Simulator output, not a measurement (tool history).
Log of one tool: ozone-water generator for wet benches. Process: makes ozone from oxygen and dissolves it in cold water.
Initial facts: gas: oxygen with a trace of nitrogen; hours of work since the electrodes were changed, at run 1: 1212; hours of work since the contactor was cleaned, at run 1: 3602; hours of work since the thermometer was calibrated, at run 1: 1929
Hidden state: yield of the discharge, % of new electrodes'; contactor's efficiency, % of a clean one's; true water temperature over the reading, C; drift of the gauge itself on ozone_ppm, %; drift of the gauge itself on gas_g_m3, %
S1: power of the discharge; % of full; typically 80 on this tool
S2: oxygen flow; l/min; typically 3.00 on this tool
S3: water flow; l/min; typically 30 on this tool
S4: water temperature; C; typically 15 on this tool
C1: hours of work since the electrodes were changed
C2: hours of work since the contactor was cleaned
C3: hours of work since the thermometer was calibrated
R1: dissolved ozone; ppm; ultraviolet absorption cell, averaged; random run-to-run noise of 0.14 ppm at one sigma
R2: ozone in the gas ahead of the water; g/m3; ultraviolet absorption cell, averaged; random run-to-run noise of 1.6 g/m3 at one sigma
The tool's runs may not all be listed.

{"run": 1, "hour": 0.0, "S1": 80, "S2": 3.0, "S3": 30, "S4": 15, "C1": 1212, "C2": 3602, "C3": 1929, "R1": 15.7, "R2": 294.1}
{"run": 2, "hour": 179.7, "S1": 80, "S2": 3.0, "S3": 30, "S4": 15, "C1": 1387, "C2": 3777, "C3": 2104, "R1": 15.7, "R2": 293.0}
{"run": 3, "hour": 307.8, "S1": 80, "S2": 3.0, "S3": 30, "S4": 15, "C1": 1511, "C2": 3901, "C3": 2228, "R1": 15.6, "R2": 295.5}
{"run": 4, "hour": 418.2, "S1": 80, "S2": 3.0, "S3": 30, "S4": 15, "C1": 1618, "C2": 4009, "C3": 2336, "R1": 15.8, "R2": 293.3}
{"run": 5, "hour": 495.0, "S1": 80, "S2": 3.0, "S3": 30, "S4": 15, "C1": 1693, "C2": 4083, "C3": 2410, "R1": 15.5, "R2": 298.1}
{"hour": 591.1, "done": "contactor cleaned"}
{"run": 6, "hour": 657.0, "S1": 80, "S2": 3.0, "S3": 30, "S4": 15, "C1": 1847, "C2": 64, "C3": 2564, "R1": 15.4, "R2": 298.1}
{"run": 7, "hour": 837.9, "S1": 80, "S2": 3.0, "S3": 47, "S4": 15, "C1": 2022, "C2": 240, "C3": 2739, "R1": 8.9, "R2": 293.2}
{"run": 8, "hour": 991.6, "S1": 80, "S2": 3.0, "S3": 30, "S4": 15, "C1": 2172, "C2": 389, "C3": 2889, "R1": 15.8, "R2": 296.7}
{"run": 9, "hour": 1115.0, "S1": 80, "S2": 3.0, "S3": 30, "S4": 15, "C1": 2292, "C2": 509, "C3": 3009, "R1": 15.6, "R2": 291.9}
{"run": 10, "hour": 1265.0, "S1": 80, "S2": 3.0, "S3": 30, "S4": 10, "C1": 2437, "C2": 655, "C3": 3155, "R1": 16.0, "R2": 295.4}
{"run": 11, "hour": 1393.3, "S1": 80, "S2": 3.0, "S3": 30, "S4": 10, "C1": 2562, "C2": 780, "C3": 3279, "R1": 16.5, "R2": 294.9}
{"run": 12, "hour": 1509.4, "S1": 80, "S2": 3.0, "S3": 30, "S4": 10, "C1": 2675, "C2": 892, "C3": 3392, "R1": 16.1, "R2": 292.9}
{"run": 13, "hour": 1637.3, "S1": 80, "S2": 3.0, "S3": 30, "S4": 10, "C1": 2799, "C2": 1017, "C3": 3516, "R1": 16.0, "R2": 294.7}
{"run": 14, "hour": 1783.5, "S1": 80, "S2": 3.0, "S3": 30, "S4": 10, "C1": 2941, "C2": 1159, "C3": 3659, "R1": 15.9, "R2": 294.1}
{"run": 15, "hour": 1926.1, "S1": 80, "S2": 3.05, "S3": 30, "S4": 15, "C1": 3080, "C2": 1297, "C3": 3797, "R1": 15.8, "R2": 291.6}
{"run": 16, "hour": 2049.7, "S1": 80, "S2": 3.05, "S3": 30, "S4": 15, "C1": 3200, "C2": 1417, "C3": 3917, "R1": 15.7, "R2": 289.5}
{"run": 17, "hour": 2190.2, "S1": 80, "S2": 3.05, "S3": 30, "S4": 15, "C1": 3337, "C2": 1554, "C3": 4054, "R1": 15.9, "R2": 287.0}
{"run": 18, "hour": 2334.8, "S1": 80, "S2": 3.05, "S3": 30, "S4": 15, "C1": 3477, "C2": 1695, "C3": 4194, "R1": 15.9, "R2": 291.4}
{"run": 19, "hour": 2433.1, "S1": 80, "S2": 3.05, "S3": 30, "S4": 15, "C1": 3573, "C2": 1790, "C3": 4290, "R1": 15.6, "R2": 293.6}
{"run": 20, "hour": 2598.5, "S1": 77, "S2": 3.92, "S3": 21, "S4": 15, "C1": 3733, "C2": 1951, "C3": 4451, "R1": 22.3, "R2": 236.2}
{"run": 21, "hour": 2769.2, "S1": 80, "S2": 3.28, "S3": 30, "S4": 20, "C1": 3899, "C2": 2117, "C3": 4616, "R1": 15.0, "R2": 273.8}

Expected results for the next run?
{"run": 22, "hour": 2875.7, "S1": 56, "S2": 2.05, "S3": 26, "S4": 20, "C1": 4003, "C2": 2220, "C3": 4720, "R1": "?", "R2": "?"}

R1: 12.6 ppm
R2: 281.2 g/m3
Take away the tool's hidden state, keep the run-to-run variation as it was, and the same run would have given R1 12.6 ppm, R2 281.6 g/m3.
